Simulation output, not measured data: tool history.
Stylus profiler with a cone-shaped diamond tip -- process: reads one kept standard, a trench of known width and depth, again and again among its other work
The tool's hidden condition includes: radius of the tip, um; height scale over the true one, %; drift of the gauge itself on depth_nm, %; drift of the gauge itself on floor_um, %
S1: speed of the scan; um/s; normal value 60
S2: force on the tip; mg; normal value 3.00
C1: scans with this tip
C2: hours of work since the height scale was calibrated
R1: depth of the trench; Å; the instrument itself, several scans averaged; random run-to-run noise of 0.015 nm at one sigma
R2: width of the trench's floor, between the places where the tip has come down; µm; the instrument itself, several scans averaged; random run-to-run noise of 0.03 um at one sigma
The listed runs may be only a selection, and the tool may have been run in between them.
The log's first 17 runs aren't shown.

run,hour,S1,S2,C1,C2,R1,R2
18,276.0,60,2.84,9287,642,1010.3,97.65
19,291.0,60,1.12,9430,652,1004.5,97.46
20,307.4,230,3.00,9587,663,1010.6,97.24
21,327.1,230,3.00,9776,676,1010.8,97.21
22,345.9,230,3.00,9955,688,1010.7,97.23
23,362.5,60,3.00,10114,699,1010.6,97.59
24,380.2,60,6.27,10283,711,1018.7,97.61
25,398.7,205,1.69,10460,723,1006.2,97.11
26,417.8,133,3.45,10643,736,1011.6,97.44
27,429.0,105,7.63,10751,743,1021.9,97.49
28,443.0,105,7.63,10884,752,1021.6,97.57
29,454.5,37,3.47,10994,760,1011.6,97.63
30,473.8,36,1.71,11179,773,1006.3,97.62
31,494.4,54,5.44,11377,786,1016.7,97.58
32,506.7,54,5.44,11494,794,1016.6,97.59
33,518.2,16,4.59,11604,802,1014.5,97.55
34,541.0,36,1.30,11822,817,1004.6,97.56
35,559.9,74,1.74,12003,830,1006.2,97.46

Forecast run 36:
36,576.6,224,2.25,12163,841,?,?

R1: 1008.0 Å
R2: 97.10 µm
Were there no unlogged condition in the tool, this run, its random variation unchanged, would have produced R1 1010.8 Å, R2 97.46 µm.
